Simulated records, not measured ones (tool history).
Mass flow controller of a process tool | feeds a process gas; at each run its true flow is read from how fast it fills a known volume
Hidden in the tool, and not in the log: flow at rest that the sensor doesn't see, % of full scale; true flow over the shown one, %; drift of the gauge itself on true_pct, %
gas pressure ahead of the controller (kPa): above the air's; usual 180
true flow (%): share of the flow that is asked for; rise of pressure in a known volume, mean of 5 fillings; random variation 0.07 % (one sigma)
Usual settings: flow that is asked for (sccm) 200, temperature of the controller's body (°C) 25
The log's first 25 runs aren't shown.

| run | hour | flow that is asked for (sccm) | gas pressure ahead of the controller (kPa) | temperature of the controller's body (°C) | hours of work since the controller was set to zero | hours of work since the controller was changed | true flow (%) |
|---|---|---|---|---|---|---|---|
| 26 | 2262.9 | 200 | 150 | 29 | 1081 | 1081 | 98.16 |
| 27 | 2348.6 | 475 | 180 | 23 | 1115 | 1115 | 99.16 |
| 28 | 2418.5 | 107 | 180 | 25 | 1143 | 1143 | 97.00 |
| 29 | 2483.9 | 107 | 277 | 32 | 1169 | 1169 | 96.74 |
| 30 | 2559.8 | 163 | 180 | 23 | 1199 | 1199 | 97.44 |
|  | 2568.9 | controller's zero set anew |
| 31 | 2683.4 | 368 | 180 | 32 | 46 | 1248 | 98.81 |
| 32 | 2796.3 | 253 | 194 | 21 | 91 | 1294 | 97.65 |
|  | 2851.7 | controller's zero set anew, once more |
| 33 | 2920.8 | 200 | 218 | 38 | 28 | 1343 | 98.82 |
| 34 | 2985.6 | 350 | 237 | 34 | 54 | 1369 | 98.94 |
| 35 | 3106.8 | 273 | 185 | 34 | 102 | 1418 | 98.91 |
| 36 | 3216.6 | 273 | 185 | 34 | 146 | 1461 | 99.00 |
| 37 | 3312.8 | 111 | 229 | 25 | 184 | 1500 | 97.62 |
| 38 | 3404.3 | 339 | 177 | 22 | 221 | 1537 | 98.64 |
| 39 | 3466.4 | 200 | 180 | 22 | 246 | 1561 | 97.93 |
| 40 | 3522.5 | 200 | 180 | 22 | 268 | 1584 | 97.88 |
| 41 | 3599.1 | 191 | 264 | 21 | 299 | 1614 | 97.40 |
| 42 | 3703.1 | 191 | 264 | 21 | 340 | 1656 | 97.46 |
| 43 | 3773.3 | 206 | 265 | 25 | 369 | 1684 | 97.79 |

4 ways to go on from here, each from the tool as it stands after run 43. What would each give?
| A | 3863.9 | 200 | 180 | 29 | 405 | 1720 | ? |
| B | 3863.9 | 75 | 165 | 25 | 405 | 1720 | ? |
| C | 3863.9 | 206 | 224 | 28 | 405 | 1720 | ? |
| D | 3863.9 | 200 | 272 | 25 | 405 | 1720 | ? |

| run | true flow (%) |
|---|---|
| A | 98.23 |
| B | 97.22 |
| C | 98.03 |
| D | 97.62 |
Without the tool's hidden state the same runs would have given:
| run | true flow (%) |
|---|---|
| A | 99.07 |
| B | 98.36 |
| C | 98.87 |
| D | 98.46 |
